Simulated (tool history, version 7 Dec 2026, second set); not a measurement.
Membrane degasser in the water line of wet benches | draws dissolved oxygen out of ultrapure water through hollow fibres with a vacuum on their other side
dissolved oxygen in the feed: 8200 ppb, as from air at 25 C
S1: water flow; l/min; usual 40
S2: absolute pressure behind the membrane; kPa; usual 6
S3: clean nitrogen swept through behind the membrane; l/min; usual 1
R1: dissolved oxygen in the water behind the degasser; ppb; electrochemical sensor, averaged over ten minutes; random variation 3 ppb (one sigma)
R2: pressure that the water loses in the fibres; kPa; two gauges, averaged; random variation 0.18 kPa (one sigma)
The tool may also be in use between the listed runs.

run,day,S1,S2,S3,R1,R2
1,0,40,6,1,291.2,31.93
2,6.408,40,6,1,299.2,31.8
3,13.092,40,6,1,298.8,31.92
4,20.408,40,6,1,298.7,32.37
5,25.412,40,6,1,295,31.86
6,30.688,40,6,1,296.9,32.08
7,35.004,40,6,1,301,31.85
8,41.662,40,6,1,297.3,31.89
9,45.55,29,6,1,198.5,23.36
10,52.092,40,6,1,298,32.23
11,59.338,40,6,1,298.3,32.23
12,64.292,40,6,1,301.2,32.26
13,69.512,40,6,1,294.9,32.26
14,74.421,40,6,1,297,32.4
15,79.796,30,5.4,1,174.4,24.24
16,84.454,24,9.47,2.04,188.8,19.08
17,91.279,24,9.47,1.2,290.9,19.7
18,98.662,24,9.47,1.2,294.4,19.33
19,105.817,24,9.47,1.2,289.1,19.33
20,110.946,54,3.62,1.95,177.3,43.83
21,114.362,24,6.98,0.77,256.6,19.33
22,120.338,24,6.98,1.15,189.6,19.31
23,124.692,55,6,0.57,558,44.6
24,132.025,34,6,1,249.7,27.68
25,135.562,27,10.77,2.27,236,21.81
26,141.458,29,6,0.49,329.9,23.6
27,144.967,41,11.73,1.56,542.9,33.67
28,151.25,41,11.73,1.56,542.9,33.55

Some steps in R2 between neighbouring runs. How much of each would the tool show without its hidden state too (settings, what came in, random variation), and how much is left for the hidden state, with any gauge scatter that isn't in both results?
The hidden state here: membrane still open, %; true pressure behind the membrane over the reading, kPa; air that leaks in behind the membrane, l/min; drift of the gauge itself on oxygen_ppb, %; drift of the gauge itself on loss_of_pressure_kpa, %.
Run 19 -> 20: S1 24 -> 54, S2 9.47 -> 3.62, S3 1.2 -> 1.95. R2 +24.5 kPa: hidden state +0.49, all else +24.01.
Run 22 -> 23: S1 24 -> 55, S2 6.98 -> 6, S3 1.15 -> 0.57. R2 +25.29 kPa: hidden state +0.55, all else +24.74.
